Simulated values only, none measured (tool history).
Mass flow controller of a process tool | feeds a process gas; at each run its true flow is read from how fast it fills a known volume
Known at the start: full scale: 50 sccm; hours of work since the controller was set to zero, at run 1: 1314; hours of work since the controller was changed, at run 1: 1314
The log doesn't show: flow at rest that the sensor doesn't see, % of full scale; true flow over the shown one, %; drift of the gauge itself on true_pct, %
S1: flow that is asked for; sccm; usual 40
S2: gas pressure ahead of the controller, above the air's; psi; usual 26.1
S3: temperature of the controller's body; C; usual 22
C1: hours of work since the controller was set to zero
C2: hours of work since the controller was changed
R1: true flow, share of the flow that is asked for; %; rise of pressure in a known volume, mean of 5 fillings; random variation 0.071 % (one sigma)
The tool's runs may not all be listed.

run     hour  S1    S2  S3    C1    C2      R1
  1        0  40  26.1  22  1314  1314   99.37
  2    416.4  40  26.1  22  1559  1559   99.42
  3    840.5  40  26.1  22  1808  1808   99.19
  4   1339.7  40  26.1  22  2101  2101   99.33
  5   1790.2  40  26.1  22  2366  2366   99.34
  6   2077.8  40  26.1  22  2535  2535   99.23
  7   2518.6  40  26.1  22  2794  2794   99.04
  8   2836.4  40  26.1  22  2981  2981   98.93
  9   3307.1  40  26.1  22  3257  3257      99
 10   3781.8   7  26.1  22  3536  3536  101.58
 11   4140.1   7  26.1  22  3747  3747  101.77
 12   4410.7   7  26.1  22  3906  3906  101.92
 13   4695.4   7  26.1  22  4073  4073  102.09
 14   4919.6   7  26.1  22  4205  4205  102.08
 15   5175.6  40  26.1  22  4355  4355   98.93
 16   5409.4  40  35.7  22  4493  4493   98.99
 17   5780.8  40  35.7  22  4711  4711   99.06
 18   6266.9  40  35.7  22  4996  4996   99.28
 19   6697.6  40  35.7  22  5250  5250   98.96
 20   7175.2  40  26.1  24  5530  5530   98.75
 21   7483.2  40  38.1  24  5711  5711   99.13
 22   7754.9  40  38.1  27  5871  5871   99.17
      7798.2  -- controller's zero set anew
 23   8044.9  11  38.1  27   145  6041   97.57
 24   8493.6  11  38.1  27   409  6305   97.67
 25   8977.8  11  38.1  36   693  6589   98.38
 26   9481.3  14  20.3  22   989  6885   97.13
 27     9970  11  22.2  22  1276  7172   97.33
 28  10318.5  11  37.6  24  1481  7377   97.86
 29  10768.1   8    29  34  1745  7641   98.64
     11280.5  -- controller exchanged for a calibrated one
 30  11280.5   5  20.9  22     0     0   98.54
 31  11796.7  32  23.1  26   303   303   99.24
 32  12058.6  36  23.5  26   457   457   99.31
 33  12581.8  11  25.1  26   765   765   99.14
 34  13030.5  40  28.3  21  1028  1028   99.07
 35  13348.8  40  28.3  21  1215  1215   98.99
 36  13658.4  10  30.7  28  1397  1397   99.75
 37  14086.6   7  40.3  22  1649  1649  100.18
 38  14420.4  39  23.5  22  1845  1845   98.88
 39  14826.5   5  23.5  23  2084  2084  101.18
 40  15142.9   5  23.5  23  2270  2270  101.33
 41  15393.3  38  26.1  36  2417  2417   99.68
 42  15748.8  10  23.9  25  2626  2626   99.81
 43  16029.4  10  23.9  25  2790  2790   99.88
 44  16504.2  11  24.8  35  3069  3069  100.44
 45  17012.7  11    26  32  3368  3368  100.43
 46  17511.6  11    26  32  3661  3661   100.5
 47    17726  31  20.6  22  3787  3787   98.55
 48  18194.9  31  20.6  22  4063  4063   98.58
 49    18516  31  25.8  22  4252  4252   98.61

How the hidden state differs across the entries between the runs, from the last listed run before each to the first after it:
Between runs 22 and 23: controller's zero set anew (hour 7798.2)
  flow at rest that the sensor doesn't see, % of full scale: 0.916 -> 0.034; true flow over the shown one, %: -2.03 -> -2.09
  measured less the result without the state, R1: -0.89 -> -1.93 %
Between runs 29 and 30: controller exchanged for a calibrated one (hour 11280.5)
  flow at rest that the sensor doesn't see, % of full scale: 0.28 -> 0.019; true flow over the shown one, %: -2.65 -> -0.26
  measured less the result without the state, R1: -0.91 -> -0.07 %
